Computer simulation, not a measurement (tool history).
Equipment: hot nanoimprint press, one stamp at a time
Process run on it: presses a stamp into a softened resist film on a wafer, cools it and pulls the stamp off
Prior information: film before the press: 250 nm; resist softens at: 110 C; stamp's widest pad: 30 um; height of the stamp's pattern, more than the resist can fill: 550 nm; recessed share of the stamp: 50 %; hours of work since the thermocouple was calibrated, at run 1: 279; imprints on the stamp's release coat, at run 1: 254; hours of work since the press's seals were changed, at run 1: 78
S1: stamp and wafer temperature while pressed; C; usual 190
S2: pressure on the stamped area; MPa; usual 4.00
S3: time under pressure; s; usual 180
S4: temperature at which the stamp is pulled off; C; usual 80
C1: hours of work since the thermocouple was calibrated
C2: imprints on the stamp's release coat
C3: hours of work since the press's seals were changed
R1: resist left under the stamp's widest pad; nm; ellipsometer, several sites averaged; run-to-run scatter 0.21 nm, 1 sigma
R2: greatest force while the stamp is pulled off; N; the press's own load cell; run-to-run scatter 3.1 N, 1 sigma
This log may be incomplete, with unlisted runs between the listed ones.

run     day   S1    S2   S3  S4   C1    C2   C3     R1   R2
  1   0.000  190  4.00  180  80  279   254   78  108.3  147
  2   0.462  190  4.00  180  80  285   281   83  108.2  143
  3   1.212  190  4.00  180  80  293   325   92  108.2  145
  4   2.058  190  4.00  180  80  303   375  102  108.2  146
  5   2.567  190  4.00  180  80  309   405  108  107.7  146
  6   3.221  190  4.00  180  80  317   443  115  107.3  143
  7   4.088  190  4.00  180  80  327   494  126  107.4  141
  8   4.925  190  4.00  180  80  337   542  135  107.2  143
      5.146  -- plate thermocouple calibrated
  9   5.788  190  4.00  180  80    7   586  144  106.9  149
 10   6.629  190  4.00  180  80   17   635  154  106.6  144
 11   7.188  190  4.00  180  87   24   668  160  106.4  129
 12   7.671  190  4.00  180  87   30   696  166  106.5  126
 13   8.483  190  4.00  180  80   39   743  176  106.1  142
 14   9.462  181  4.00  296  80   51   801  187  135.8  154
 15  10.146  181  4.00  296  80   59   841  195  135.1  144
     10.354  -- gauge calibrated
 16  11.200  198  3.86  180  80   71   902  207   76.4  146
 17  11.896  190  5.84  149  80   79   943  216   95.4  146
 18  12.679  186  5.35  229  82   88   989  225  102.8  145
 19  13.604  190  3.45  339  80   99  1043  236   92.4  144
 20  14.129  190  3.45  339  80  105  1074  242   92.1  145
 21  14.775  190  3.45  339  80  113  1112  249   92.1  150
 22  15.475  190  4.00  180  73  121  1153  257  107.4  161
 23  16.242  190  2.75  180  72  130  1197  266  128.3  164
 24  16.900  190  4.00  180  88  138  1236  274  106.8  133
 25  17.604  190  4.00  127  76  146  1277  282  120.8  154
 26  18.371  190  4.00  127  76  155  1322  291  120.2  153

Consider 3 possible next runs. They are alternatives, not a sequence: every one starts from the tool as it was left by run 26. What does each give?
  A  19.000  187  4.00  127  76  162  1359  299   ?   ?
  B  19.000  190  4.00   91  76  162  1359  299   ?   ?
  C  19.000  190  4.77  274  74  162  1359  299   ?   ?

run     R1   R2
  A  136.7  157
  B  134.2  158
  C   82.8  155
What these runs would have given with no unlogged condition in the tool:
run     R1   R2
  A  139.1  156
  B  136.6  157
  C   84.2  154
